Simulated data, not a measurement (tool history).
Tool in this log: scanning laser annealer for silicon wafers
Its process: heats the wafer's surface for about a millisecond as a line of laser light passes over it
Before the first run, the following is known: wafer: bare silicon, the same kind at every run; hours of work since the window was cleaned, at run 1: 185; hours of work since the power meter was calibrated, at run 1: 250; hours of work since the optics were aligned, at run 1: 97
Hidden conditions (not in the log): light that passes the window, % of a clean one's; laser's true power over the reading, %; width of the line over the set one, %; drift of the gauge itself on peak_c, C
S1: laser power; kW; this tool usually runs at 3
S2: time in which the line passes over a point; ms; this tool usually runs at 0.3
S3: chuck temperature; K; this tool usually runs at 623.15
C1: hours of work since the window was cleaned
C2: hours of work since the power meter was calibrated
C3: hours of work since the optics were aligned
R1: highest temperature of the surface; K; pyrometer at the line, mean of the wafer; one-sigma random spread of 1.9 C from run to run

run	hour	S1	S2	S3	C1	C2	C3	R1
1	0	3	0.3	623.15	185	250	97	1373.15
2	16.6	3	0.3	623.15	198	264	110	1370.15
3	44	3	0.3	623.15	220	285	132	1368.15
4	67.1	3	0.3	623.15	238	304	150	1367.15
5	86.1	3	0.3	655.15	253	319	165	1400.15
6	104.1	3	0.3	655.15	268	333	180	1395.15
7	117.7	3	0.3	655.15	278	344	190	1398.15
8	139.3	3	0.3	623.15	296	361	207	1367.15
9	151.8	3	0.3	623.15	305	371	217	1363.15
10	175.5	3	0.3	623.15	324	390	236	1362.15
11	192.3	3	0.3	623.15	338	403	249	1365.15
12	214.4	3.209	0.3	623.15	355	421	267	1426.15
13	229.7	3.209	0.3	623.15	367	433	279	1423.15
14	256.7	3.209	0.3	623.15	389	454	301	1423.15
15	268.9	3.209	0.3	623.15	398	464	310	1422.15
16	294.8	3.209	0.3	623.15	419	484	331	1421.15
17	311.1	3	0.3	623.15	432	497	344	1355.15
18	332.4	3	0.3	623.15	449	514	361	1349.15
19	351.3	3	0.3	623.15	464	529	376	1351.15
20	377.5	3	0.3	623.15	484	550	396	1347.15
21	401.2	3	0.3	604.15	503	569	415	1327.15
22	422.5	3	0.3	604.15	520	586	432	1330.15
23	448.1	3	0.3	604.15	541	606	452	1322.15
24	469.9	3	0.3	604.15	558	623	470	1324.15
25	487.8	3	0.3	604.15	572	638	484	1322.15
26	516.2	2.744	0.348	618.15	595	660	506	1310.15
27	537.8	3.175	0.375	646.15	612	677	524	1510.15
28	557.7	2.605	0.211	623.15	627	693	539	1123.15
29	581	2.607	0.23	630.15	646	711	558	1149.15
30	600.6	2.607	0.23	630.15	661	727	573	1151.15
31	623.5	2.607	0.23	630.15	680	745	592	1149.15
32	645.3	2.851	0.23	630.15	697	762	609	1211.15
33	662	2.851	0.23	630.15	710	776	622	1208.15
34	690.8	2.597	0.226	623.15	733	799	645	1131.15
# hour 694.6: window over the wafer cleaned
35	705.5	2.597	0.226	623.15	9	809	655	1163.15
36	726.3	2.622	0.334	593.15	25	825	672	1263.15
37	748.1	3	0.232	633.15	42	842	689	1291.15
38	776.9	3.299	0.344	633.15	65	865	712	1537.15
39	790	2.785	0.3	635.15	76	876	722	1314.15
40	813.5	2.785	0.3	635.15	94	894	741	1312.15
41	827.9	3.085	0.35	654.15	106	906	752	1490.15

Describe how what the log doesn't record of the tool's condition differs between the last listed run preceding each entry between runs and the first listed run following it.
Between runs 34 and 35: window over the wafer cleaned (hour 694.6)
  light that passes the window, % of a clean one's: 94.83 -> 99.75; width of the line over the set one, %: 2.31 -> 2.34
  difference, measured minus the result without the unlogged condition, R1: -42 -> -8 K
